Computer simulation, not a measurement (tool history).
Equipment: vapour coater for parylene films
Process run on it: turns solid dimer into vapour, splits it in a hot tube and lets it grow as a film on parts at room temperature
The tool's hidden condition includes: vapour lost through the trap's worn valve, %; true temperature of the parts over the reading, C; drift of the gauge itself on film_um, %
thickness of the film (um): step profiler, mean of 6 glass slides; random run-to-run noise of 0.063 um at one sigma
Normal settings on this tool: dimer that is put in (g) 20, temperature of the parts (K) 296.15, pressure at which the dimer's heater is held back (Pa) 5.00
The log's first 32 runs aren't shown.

run,hour,dimer that is put in (g),temperature of the parts (K),pressure at which the dimer's heater is held back (Pa),hours of work since the trap's valve was overhauled,hours of work since the table's thermometer was calibrated,thickness of the film (um)
# hour 750.3: trap's valve overhauled
33,774.2,21,290.15,10.95,17,138,8.63
34,794.3,20,303.15,2.91,32,153,6.62
35,816.0,20,303.15,2.91,48,169,6.52
36,847.8,20,299.15,3.94,71,192,7.10
37,870.4,20,307.15,2.17,88,209,6.09
38,894.6,20,307.15,2.17,105,226,6.08
39,927.1,20,307.15,2.17,129,250,6.06
40,954.0,20,303.15,6.58,149,270,6.07
41,973.2,14,299.15,5.09,163,284,4.79
42,998.5,28,304.15,5.09,181,302,8.45
43,1029.3,10,298.15,3.92,204,325,3.59
44,1049.1,10,298.15,3.92,218,339,3.63
45,1071.8,10,298.15,3.92,235,356,3.61
46,1102.1,10,298.15,3.92,257,378,3.63

Below are 3 alternative next runs, each starting from the tool's condition after run 46. Predict each:
A,1119.1,16,298.15,5.52,269,390,?
B,1119.1,20,295.15,3.68,269,390,?
C,1119.1,18,296.15,5.00,269,390,?

run,thickness of the film (um)
A,5.60
B,7.80
C,6.78
Stripped of hidden state, with their random variation kept, the same runs would have yielded:
run,thickness of the film (um)
A,5.62
B,7.83
C,6.80

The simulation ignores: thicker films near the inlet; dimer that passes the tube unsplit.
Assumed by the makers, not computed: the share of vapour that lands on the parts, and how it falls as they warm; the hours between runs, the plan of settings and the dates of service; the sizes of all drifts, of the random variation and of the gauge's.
